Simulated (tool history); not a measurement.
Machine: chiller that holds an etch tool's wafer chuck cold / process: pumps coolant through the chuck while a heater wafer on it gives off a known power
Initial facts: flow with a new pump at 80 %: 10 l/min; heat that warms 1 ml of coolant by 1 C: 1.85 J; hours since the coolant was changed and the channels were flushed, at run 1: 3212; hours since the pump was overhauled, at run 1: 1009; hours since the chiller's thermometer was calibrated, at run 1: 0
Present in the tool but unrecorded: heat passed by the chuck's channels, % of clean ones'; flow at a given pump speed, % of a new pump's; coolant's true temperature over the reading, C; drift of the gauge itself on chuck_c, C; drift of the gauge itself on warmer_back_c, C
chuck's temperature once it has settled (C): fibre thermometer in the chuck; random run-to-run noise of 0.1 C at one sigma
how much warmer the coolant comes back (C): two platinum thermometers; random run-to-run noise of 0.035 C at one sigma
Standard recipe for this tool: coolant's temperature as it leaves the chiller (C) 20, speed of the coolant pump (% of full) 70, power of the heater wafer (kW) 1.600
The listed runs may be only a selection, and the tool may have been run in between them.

run,hour,coolant's temperature as it leaves the chiller (C),speed of the coolant pump (% of full),power of the heater wafer (kW),hours since the coolant was changed and the channels were flushed,hours since the pump was overhauled,hours since the chiller's thermometer was calibrated,chuck's temperature once it has settled (C),how much warmer the coolant comes back (C)
1,0.0,20,70,1.600,3212,1009,0,39.8,6.12
2,49.8,20,70,1.600,3262,1059,50,39.8,6.15
3,91.7,20,70,1.600,3304,1101,92,40.0,6.08
4,154.8,20,70,1.600,3367,1164,155,40.1,6.11
5,186.2,27,70,1.600,3398,1195,186,47.1,6.12
6,246.3,27,70,1.600,3458,1255,246,47.2,6.16
7,282.5,20,70,1.600,3494,1291,282,40.1,6.20
8,330.6,20,70,1.600,3543,1340,331,40.3,6.28
9,368.0,20,70,1.048,3580,1377,368,33.3,4.05
10,433.7,20,70,1.600,3646,1443,434,40.3,6.23
11,483.1,20,70,1.600,3695,1492,483,40.3,6.20
12,514.2,20,70,1.123,3726,1523,514,34.3,4.36
13,545.2,20,70,1.277,3757,1554,545,36.4,4.91
14,590.4,20,70,1.600,3802,1599,590,40.3,6.27
15,657.1,20,70,1.600,3869,1666,657,40.5,6.22
16,726.2,20,70,1.600,3938,1735,726,40.5,6.21
17,783.5,20,70,1.600,3996,1792,783,40.5,6.24
18,853.3,20,70,1.600,4065,1862,853,40.7,6.20
19,916.5,10,70,1.827,4129,1925,917,33.5,7.12
20,975.1,10,70,1.827,4187,1984,975,33.8,7.14
# hour 986.6: coolant pump overhauled
21,1022.3,13,83,2.201,4229,36,1017,38.2,7.51
22,1053.0,11,83,1.803,4260,66,1048,31.7,6.04
23,1113.7,20,95,1.600,4321,127,1109,36.4,4.74
24,1182.3,11,86,1.921,4389,196,1177,32.4,6.34
25,1249.1,13,70,1.600,4456,263,1244,34.5,6.47
26,1305.7,13,70,1.600,4513,319,1301,34.5,6.42

Expected results for the next run?
27,1340.5,13,70,1.600,4547,354,1335,?,?

chuck's temperature once it has settled (C): 34.5
how much warmer the coolant comes back (C): 6.50
Without the tool's hidden state the same run would have given chuck's temperature once it has settled (C) 31.4, how much warmer the coolant comes back (C) 5.95.
